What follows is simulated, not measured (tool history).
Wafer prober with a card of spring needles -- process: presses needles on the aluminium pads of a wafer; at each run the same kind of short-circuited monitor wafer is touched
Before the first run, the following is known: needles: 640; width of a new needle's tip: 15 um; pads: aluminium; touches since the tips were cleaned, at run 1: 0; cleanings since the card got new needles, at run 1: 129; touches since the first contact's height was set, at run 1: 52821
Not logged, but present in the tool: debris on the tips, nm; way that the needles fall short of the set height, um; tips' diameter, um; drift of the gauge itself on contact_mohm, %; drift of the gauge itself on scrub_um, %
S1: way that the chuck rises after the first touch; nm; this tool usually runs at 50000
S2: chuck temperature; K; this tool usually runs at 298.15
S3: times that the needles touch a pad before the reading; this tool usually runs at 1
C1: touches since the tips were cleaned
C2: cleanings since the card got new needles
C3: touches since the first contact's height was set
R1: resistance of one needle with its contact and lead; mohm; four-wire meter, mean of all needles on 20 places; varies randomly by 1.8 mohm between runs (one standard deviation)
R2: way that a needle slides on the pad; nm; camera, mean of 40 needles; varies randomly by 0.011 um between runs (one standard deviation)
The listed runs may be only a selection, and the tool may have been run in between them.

| run | hour | S1 | S2 | S3 | C1 | C2 | C3 | R1 | R2 |
|---|---|---|---|---|---|---|---|---|---|
| 1 | 0.0 | 50000 | 298.15 | 1 | 0 | 129 | 52821 | 232 | 9260 |
|  | 8.5 | tips cleaned on abrasive film |
|  | 17.1 | tips cleaned on abrasive film |
|  | 27.7 | tips cleaned on abrasive film |
|  | 36.6 | tips cleaned on abrasive film |
| 2 | 36.6 | 50000 | 298.15 | 1 | 0 | 133 | 72610 | 206 | 9230 |
|  | 45.1 | tips cleaned on abrasive film |
|  | 53.6 | tips cleaned on abrasive film |
| 3 | 59.5 | 50000 | 298.15 | 1 | 3182 | 135 | 85018 | 514 | 9200 |
|  | 63.8 | tips cleaned on abrasive film |
|  | 72.3 | tips cleaned on abrasive film |
|  | 72.6 | height of the first contact set anew |
|  | 81.1 | tips cleaned on abrasive film |
|  | 91.8 | tips cleaned on abrasive film |
|  | 102.4 | tips cleaned on abrasive film |
| 4 | 105.7 | 50000 | 298.15 | 1 | 1770 | 140 | 17914 | 423 | 9310 |
|  | 112.1 | tips cleaned on abrasive film |
|  | 120.6 | tips cleaned on abrasive film |
|  | 131.3 | tips cleaned on abrasive film |
|  | 141.9 | tips cleaned on abrasive film |
| 5 | 142.6 | 50000 | 298.15 | 1 | 394 | 144 | 37911 | 284 | 9300 |
|  | 151.1 | tips cleaned on abrasive film |
|  | 159.7 | tips cleaned on abrasive film |
|  | 170.3 | tips cleaned on abrasive film |
|  | 180.8 | tips cleaned on abrasive film |
| 6 | 182.7 | 50000 | 298.15 | 3 | 1012 | 148 | 59607 | 252 | 9260 |
|  | 191.2 | tips cleaned on abrasive film |
|  | 201.8 | tips cleaned on abrasive film |
|  | 212.5 | tips cleaned on abrasive film |
| 7 | 215.2 | 50000 | 298.15 | 3 | 1495 | 151 | 77226 | 264 | 9230 |
|  | 221.5 | tips cleaned on abrasive film |
|  | 230.1 | tips cleaned on abrasive film |
|  | 240.6 | tips cleaned on abrasive film |
| 8 | 241.4 | 50000 | 372.15 | 3 | 415 | 154 | 91393 | 234 | 9170 |
|  | 243.8 | height of the first contact set anew |
|  | 250.2 | tips cleaned on abrasive film |
|  | 260.9 | tips cleaned on abrasive film |
|  | 271.5 | tips cleaned on abrasive film |
| 9 | 277.7 | 38000 | 372.15 | 3 | 3390 | 157 | 18380 | 419 | 7070 |
|  | 281.9 | tips cleaned on abrasive film |
|  | 292.5 | tips cleaned on abrasive film |
|  | 301.1 | tips cleaned on abrasive film |
| 10 | 301.1 | 38000 | 372.15 | 3 | 43 | 160 | 31027 | 230 | 7070 |
|  | 309.7 | tips cleaned on abrasive film |
|  | 320.1 | tips cleaned on abrasive film |
|  | 328.7 | tips cleaned on abrasive film |
| 11 | 330.9 | 38000 | 372.15 | 3 | 1196 | 163 | 47124 | 337 | 7010 |
|  | 337.3 | tips cleaned on abrasive film |
|  | 345.8 | tips cleaned on abrasive film |
|  | 354.3 | tips cleaned on abrasive film |
|  | 363.9 | tips cleaned on abrasive film |
| 12 | 363.9 | 47000 | 367.15 | 1 | 0 | 167 | 64984 | 258 | 8660 |
|  | 374.6 | tips cleaned on abrasive film |
|  | 383.1 | tips cleaned on abrasive film |
|  | 393.7 | tips cleaned on abrasive film |
|  | 402.9 | tips cleaned on abrasive film |
| 13 | 402.9 | 47000 | 367.15 | 1 | 0 | 171 | 86092 | 259 | 8630 |
|  | 413.5 | tips cleaned on abrasive film |
|  | 413.8 | height of the first contact set anew |
|  | 424.1 | tips cleaned on abrasive film |
| 14 | 427.7 | 52000 | 311.15 | 1 | 1933 | 173 | 7547 | 454 | 9740 |
|  | 434.1 | tips cleaned on abrasive film |
|  | 442.6 | tips cleaned on abrasive film |
| 15 | 450.9 | 40000 | 311.15 | 1 | 4534 | 175 | 20153 | 878 | 7450 |
|  | 453.1 | tips cleaned on abrasive film |
|  | 461.6 | tips cleaned on abrasive film |
|  | 472.1 | tips cleaned on abrasive film |
| 16 | 473.5 | 52000 | 324.15 | 2 | 758 | 178 | 32350 | 286 | 9680 |
|  | 482.0 | tips cleaned on abrasive film |
|  | 490.6 | tips cleaned on abrasive film |
|  | 500.8 | tips cleaned on abrasive film |
| 17 | 500.8 | 52000 | 324.15 | 2 | 0 | 181 | 47122 | 205 | 9670 |
|  | 511.4 | tips cleaned on abrasive film |
|  | 522.1 | tips cleaned on abrasive film |
| 18 | 526.1 | 42000 | 379.15 | 1 | 2200 | 183 | 60852 | 569 | 7760 |
|  | 532.5 | tips cleaned on abrasive film |
|  | 543.0 | tips cleaned on abrasive film |
| 19 | 549.6 | 51000 | 379.15 | 1 | 3600 | 185 | 73588 | 569 | 9410 |
|  | 551.8 | tips cleaned on abrasive film |
|  | 562.4 | tips cleaned on abrasive film |
|  | 572.9 | tips cleaned on abrasive film |
| 20 | 576.2 | 51000 | 306.15 | 1 | 1824 | 188 | 88000 | 423 | 9390 |

What does the tool deliver on the next run?
|  | 582.7 | tips cleaned on abrasive film |
|  | 585.1 | height of the first contact set anew |
|  | 591.5 | tips cleaned on abrasive film |
|  | 602.0 | tips cleaned on abrasive film |
| 21 | 603.7 | 68000 | 306.15 | 1 | 933 | 191 | 10086 | ? | ? |

Run 21 measured R1 268 mohm, R2 12710 nm.
On a tool with no hidden condition, and with the same random variation, this run would have come out at R1 177 mohm, R2 12720 nm.
